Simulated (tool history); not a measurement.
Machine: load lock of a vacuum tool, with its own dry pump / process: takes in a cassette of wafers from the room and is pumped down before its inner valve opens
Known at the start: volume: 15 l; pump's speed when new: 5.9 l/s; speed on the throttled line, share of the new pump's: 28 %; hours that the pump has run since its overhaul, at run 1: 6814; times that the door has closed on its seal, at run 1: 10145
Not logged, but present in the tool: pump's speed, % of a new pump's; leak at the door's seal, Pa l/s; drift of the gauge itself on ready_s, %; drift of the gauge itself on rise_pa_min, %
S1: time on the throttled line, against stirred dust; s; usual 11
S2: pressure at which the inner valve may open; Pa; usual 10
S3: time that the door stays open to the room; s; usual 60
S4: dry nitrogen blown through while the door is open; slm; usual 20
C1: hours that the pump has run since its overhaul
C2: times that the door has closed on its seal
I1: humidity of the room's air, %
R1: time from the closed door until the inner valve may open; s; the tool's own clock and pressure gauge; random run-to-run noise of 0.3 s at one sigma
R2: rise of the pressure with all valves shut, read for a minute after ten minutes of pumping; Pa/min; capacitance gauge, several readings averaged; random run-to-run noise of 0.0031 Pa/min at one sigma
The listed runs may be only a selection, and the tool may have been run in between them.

Run 1, day 0: usual settings; C1 6814; C2 10145; I1 48.3. Result: R1 34.5 s, R2 0.084 Pa/min.
Run 2, day 7.608: usual settings; C1 6997; C2 10584; I1 44.5. Result: R1 34.5 s, R2 0.084 Pa/min.
Run 3, day 19.4: usual settings; C1 7280; C2 11265; I1 42.6. Result: R1 34.8 s, R2 0.081 Pa/min.
Run 4, day 28.833: usual settings; C1 7506; C2 11809; I1 46.3. Result: R1 35.1 s, R2 0.085 Pa/min.
Run 5, day 37.867: usual settings; C1 7723; C2 12330; I1 42.7. Result: R1 34.8 s, R2 0.083 Pa/min.
Run 6, day 45.321: usual settings; C1 7902; C2 12760; I1 47.7. Result: R1 35.9 s, R2 0.092 Pa/min.
Run 7, day 57.908: usual settings but S3 55 s; C1 8204; C2 13486; I1 46.4. Result: R1 35.4 s, R2 0.088 Pa/min.
Run 8, day 64.904: usual settings but S3 55 s; C1 8372; C2 13890; I1 47.1. Result: R1 35.6 s, R2 0.089 Pa/min.
Run 9, day 72.879: usual settings but S3 55 s; C1 8563; C2 14350; I1 47.1. Result: R1 35.5 s, R2 0.088 Pa/min.
Run 10, day 81.854: usual settings; C1 8779; C2 14868; I1 47.2. Result: R1 35.9 s, R2 0.095 Pa/min.
Run 11, day 97.133: usual settings; C1 9145; C2 15749; I1 45.5. Result: R1 36 s, R2 0.095 Pa/min.
Run 12, day 112.204: usual settings; C1 9507; C2 16619; I1 43.9. Result: R1 36.7 s, R2 0.093 Pa/min.
Run 13, day 119.175: usual settings but S3 37 s; C1 9674; C2 17021; I1 45.3. Result: R1 36.6 s, R2 0.089 Pa/min.
Run 14, day 131.817: usual settings; C1 9978; C2 17750; I1 43.5. Result: R1 36.4 s, R2 0.098 Pa/min.
Run 15, day 141.812: usual settings; C1 10218; C2 18327; I1 45.7. Result: R1 37.2 s, R2 0.106 Pa/min.
Run 16, day 157.062: usual settings but S1 16 s; C1 10584; C2 19207; I1 46.8. Result: R1 40.5 s, R2 0.106 Pa/min.
Run 17, day 164.575: usual settings but S1 16 s; C1 10764; C2 19640; I1 45.8. Result: R1 40 s, R2 0.104 Pa/min.
Run 18, day 172.95: usual settings but S1 16 s; C1 10965; C2 20124; I1 46.6. Result: R1 40.8 s, R2 0.113 Pa/min.
Run 19, day 188.496: usual settings; C1 11338; C2 21020; I1 44.8. Result: R1 37.8 s, R2 0.107 Pa/min.
At day 190.096: dry pump taken out, an overhauled one fitted.
Run 20, day 195.704: usual settings; C1 135; C2 21422; I1 44.4. Result: R1 31.3 s, R2 0.109 Pa/min.
Run 21, day 209.475: usual settings; C1 465; C2 22217; I1 46.6. Result: R1 31.8 s, R2 0.116 Pa/min.
Run 22, day 216.117: usual settings but S1 15 s; C1 625; C2 22600; I1 41.9. Result: R1 34.6 s, R2 0.11 Pa/min.
Run 23, day 225.858: usual settings but S2 16 Pa, S4 5 slm; C1 858; C2 23162; I1 42.8. Result: R1 30.4 s, R2 0.14 Pa/min.
Run 24, day 238.854: usual settings but S2 18 Pa, S3 46 s; C1 1170; C2 23911; I1 46.9. Result: R1 30.5 s, R2 0.117 Pa/min.
Run 25, day 245.379: usual settings but S2 18 Pa, S3 46 s; C1 1327; C2 24288; I1 44.3. Result: R1 30.8 s, R2 0.114 Pa/min.
Run 26, day 252.771: usual settings but S1 7 s, S3 193 s; C1 1504; C2 24714; I1 44.8. Result: R1 29.5 s, R2 0.171 Pa/min.
Run 27, day 262.725: usual settings but S1 19 s, S2 15 Pa, S3 93 s, S4 34 slm; C1 1743; C2 25289; I1 45.8. Result: R1 36.5 s, R2 0.13 Pa/min.
Run 28, day 270.096: usual settings but S1 6 s, S2 15 Pa, S3 61 s, S4 5 slm; C1 1920; C2 25714; I1 44. Result: R1 27.8 s, R2 0.152 Pa/min.
Run 29, day 282.771: usual settings but S4 16 slm; C1 2224; C2 26445; I1 45.8. Result: R1 32.3 s, R2 0.139 Pa/min.
Run 30, day 291.954: usual settings but S4 16 slm; C1 2445; C2 26975; I1 47.1. Result: R1 32.2 s, R2 0.145 Pa/min.
Run 31, day 307.225: usual settings but S4 16 slm; C1 2811; C2 27856; I1 45.1. Result: R1 32.6 s, R2 0.141 Pa/min.
Run 32, day 316.762: usual settings but S1 12 s, S2 9 Pa, S4 42 slm; C1 3040; C2 28407; I1 49.1. Result: R1 33.1 s, R2 0.121 Pa/min.
Run 33, day 331.521: usual settings but S1 16 s; C1 3394; C2 29258; I1 44.7. Result: R1 35.8 s, R2 0.14 Pa/min.
Run 34, day 341.308: usual settings but S4 24 slm; C1 3629; C2 29823; I1 43.1. Result: R1 32.9 s, R2 0.143 Pa/min.
Run 35, day 351.15: usual settings but S4 24 slm; C1 3865; C2 30390; I1 47.9. Result: R1 33.1 s, R2 0.143 Pa/min.
Run 36, day 358.129: usual settings but S3 55 s, S4 17 slm; C1 4033; C2 30793; I1 45.9. Result: R1 33.6 s, R2 0.153 Pa/min.
Run 37, day 368.896: usual settings but S1 21 s, S3 70 s; C1 4291; C2 31414; I1 47.2. Result: R1 40.6 s, R2 0.162 Pa/min.

Describe how what the log doesn't record of the tool's condition differs between the last listed run preceding each entry between runs and the first listed run following it.
Runs 19 to 20: dry pump taken out, an overhauled one fitted (day 190.096)
  pump's speed, % of a new pump's: 77.3 -> 100; leak at the door's seal, Pa l/s: 0.0143 -> 0.0147
  the result without the hidden state subtracted from the measured one, R1: +6 -> +0 s; R2: +0.049 -> +0.05 Pa/min
